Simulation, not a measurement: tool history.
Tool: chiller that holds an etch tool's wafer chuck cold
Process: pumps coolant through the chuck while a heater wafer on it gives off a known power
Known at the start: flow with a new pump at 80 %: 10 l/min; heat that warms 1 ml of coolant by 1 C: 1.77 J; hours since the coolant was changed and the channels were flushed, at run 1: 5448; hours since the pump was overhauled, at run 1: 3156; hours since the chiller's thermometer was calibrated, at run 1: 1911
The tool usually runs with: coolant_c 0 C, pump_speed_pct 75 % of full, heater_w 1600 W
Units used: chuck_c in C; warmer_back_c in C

run,hour,coolant_c,pump_speed_pct,heater_w,hours since the coolant was changed and the channels were flushed,hours since the pump was overhauled,hours since the chiller's thermometer was calibrated,chuck_c,warmer_back_c
1,0.0,0,75,1600,5448,3156,1911,17.3,6.13
2,130.4,0,89,1600,5578,3286,2042,15.3,5.06
3,248.8,0,89,1166,5697,3405,2160,11.4,3.68
4,405.3,0,89,1166,5853,3561,2316,11.2,3.75
5,496.3,0,89,1166,5944,3652,2407,11.5,3.69
6,600.7,0,89,1166,6049,3756,2512,11.4,3.68
7,777.1,0,89,1166,6225,3933,2688,11.5,3.73
8,938.1,0,75,1600,6386,4094,2849,17.7,6.26
9,1073.0,0,75,1600,6521,4229,2984,17.7,6.27
10,1162.3,0,75,1600,6610,4318,3073,17.9,6.25
11,1236.7,0,75,1600,6685,4392,3148,17.7,6.31
12,1413.3,0,75,1600,6861,4569,3324,18.0,6.24
13,1529.2,0,75,1424,6977,4685,3440,16.3,5.65
# hour 1545.8: coolant changed, channels flushed
14,1700.6,0,75,1424,155,4850,3606,14.7,5.62
15,1871.2,0,75,1424,325,5021,3776,14.8,5.67
16,1974.3,0,75,1600,429,5124,3879,16.6,6.32
17,2113.7,0,75,1600,568,5263,4019,16.7,6.35

For run 18, what comes out?
18,2277.4,7,61,1757,732,5427,4183,?,?

chuck_c: 28.3 C
warmer_back_c: 8.86 C
Take away the tool's hidden state, keep the run-to-run variation as it was, and the same run would have given chuck_c 26.7 C, warmer_back_c 8.11 C.
